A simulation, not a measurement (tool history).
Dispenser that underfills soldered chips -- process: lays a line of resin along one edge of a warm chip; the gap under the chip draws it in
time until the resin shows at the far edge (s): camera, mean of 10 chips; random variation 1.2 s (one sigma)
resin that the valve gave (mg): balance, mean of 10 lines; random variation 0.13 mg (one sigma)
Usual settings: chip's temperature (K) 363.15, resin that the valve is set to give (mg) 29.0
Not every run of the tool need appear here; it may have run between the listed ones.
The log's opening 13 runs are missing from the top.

run  hour  chip's temperature (K)  resin that the valve is set to give (mg)  hours of work since the syringe was changed  hours of work since the valve was cleaned  hours of work since the stage was calibrated  time until the resin shows at the far edge (s)  resin that the valve gave (mg)
 14  45.2                  372.15                                      29.0                                            2                                         36                                           142                                            92.9                           27.97
 15  48.0                  363.15                                      29.0                                            4                                         38                                           144                                           139.4                           28.12
 16  50.3                  363.15                                      29.0                                            6                                         40                                           145                                           151.2                           27.90
 17  53.6                  363.15                                      29.0                                            8                                         42                                           148                                           167.2                           27.84
     57.8  -- new syringe of resin
 18  57.9                  363.15                                      29.0                                            0                                         45                                           151                                           113.3                           27.96
 19  62.4                  375.15                                      29.5                                            4                                         49                                           155                                            91.9                           28.31
 20  66.6                  354.15                                      36.3                                            7                                         52                                           158                                           210.3                           34.78
 21  70.6                  363.15                                      36.5                                           10                                         55                                           161                                           179.0                           34.85
     72.9  -- new syringe of resin
 22  74.3                  363.15                                      36.5                                            1                                         58                                           163                                           122.5                           34.67
 23  77.2                  363.15                                      32.3                                            3                                         60                                           166                                           133.8                           30.61
 24  80.6                  363.15                                      32.3                                            6                                         62                                           168                                           150.9                           30.76
 25  83.6                  373.15                                      33.8                                            8                                         65                                           171                                           118.0                           31.95
     87.8  -- new syringe of resin
 26  88.7                  373.15                                      33.8                                            1                                         68                                           174                                            82.8                           31.81
 27  92.0                  372.15                                      29.0                                            3                                         71                                           177                                           100.2                           27.29
 28  96.5                  351.15                                      34.1                                            7                                         74                                           180                                           231.4                           31.98

Run 29, settings as shown, results not yet in. Your forecast:
 29  101.8                  351.15                                      31.3                                           11                                         79                                           184                                               ?                               ?

{"run 29": {"time until the resin shows at the far edge (s)": 278.4, "resin that the valve gave (mg)": 29.19}}
On a tool with no hidden condition, and with the same random variation, this run would have come out at time until the resin shows at the far edge (s) 171.5, resin that the valve gave (mg) 31.26.
